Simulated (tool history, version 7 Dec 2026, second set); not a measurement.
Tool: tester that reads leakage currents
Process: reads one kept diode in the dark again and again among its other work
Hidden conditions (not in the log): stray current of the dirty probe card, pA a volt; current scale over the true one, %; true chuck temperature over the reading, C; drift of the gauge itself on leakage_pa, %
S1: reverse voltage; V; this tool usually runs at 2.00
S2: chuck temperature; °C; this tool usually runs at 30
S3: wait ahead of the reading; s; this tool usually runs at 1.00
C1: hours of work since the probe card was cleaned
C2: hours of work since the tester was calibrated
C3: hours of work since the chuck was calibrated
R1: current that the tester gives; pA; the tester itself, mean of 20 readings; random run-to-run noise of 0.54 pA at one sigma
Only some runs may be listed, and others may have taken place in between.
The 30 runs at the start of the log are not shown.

Run 31, hour 4271.6: usual settings but S2 56 °C, S3 0.31 s; C1 2495; C2 2214; C3 153. Result: R1 1287.38 pA.
Run 32, hour 4425.4: usual settings but S2 56 °C, S3 0.31 s; C1 2590; C2 2309; C3 247. Result: R1 1287.54 pA.
Run 33, hour 4631.6: usual settings but S1 1.53 V, S2 40 °C, S3 1.32 s; C1 2717; C2 2435; C3 374. Result: R1 354.43 pA.
Run 34, hour 4803.0: usual settings but S1 1.53 V, S2 40 °C, S3 1.32 s; C1 2822; C2 2540; C3 479. Result: R1 354.92 pA.
Run 35, hour 4899.4: usual settings but S1 1.53 V, S2 22 °C, S3 1.32 s; C1 2881; C2 2600; C3 539. Result: R1 81.67 pA.
Run 36, hour 5081.4: usual settings but S1 7.98 V, S3 1.14 s; C1 2993; C2 2711; C3 650. Result: R1 330.87 pA.
At hour 5186.8: probe card cleaned and baked.
At hour 5188.8: chuck's temperature calibrated.
Run 37, hour 5188.8: usual settings but S1 16.90 V, S3 1.14 s; C1 0; C2 2774; C3 0. Result: R1 453.53 pA.
Run 38, hour 5310.6: usual settings but S1 4.75 V, S3 2.92 s; C1 75; C2 2849; C3 75. Result: R1 262.01 pA.
Run 39, hour 5521.2: usual settings but S1 2.55 V, S3 0.97 s; C1 204; C2 2979; C3 204. Result: R1 200.20 pA.
Run 40, hour 5713.1: usual settings but S1 2.55 V, S2 23 °C, S3 0.97 s; C1 322; C2 3096; C3 322. Result: R1 110.69 pA.

Forecast each of these 3 alternatives for the next run:
Run A, hour 5803.9: usual settings but S3 0.34 s; C1 378; C2 3152; C3 378. Result: R1 ?.
Run B, hour 5803.9: usual settings but S1 4.36 V, S2 31 °C, S3 2.46 s; C1 378; C2 3152; C3 378. Result: R1 ?.
Run C, hour 5803.9: usual settings but S2 36 °C, S3 1.23 s; C1 378; C2 3152; C3 378. Result: R1 ?.

run      R1
  A  182.01
  B  273.00
  C  291.62
What these runs would have given with no unlogged condition in the tool:
run      R1
  A  181.82
  B  272.71
  C  291.33
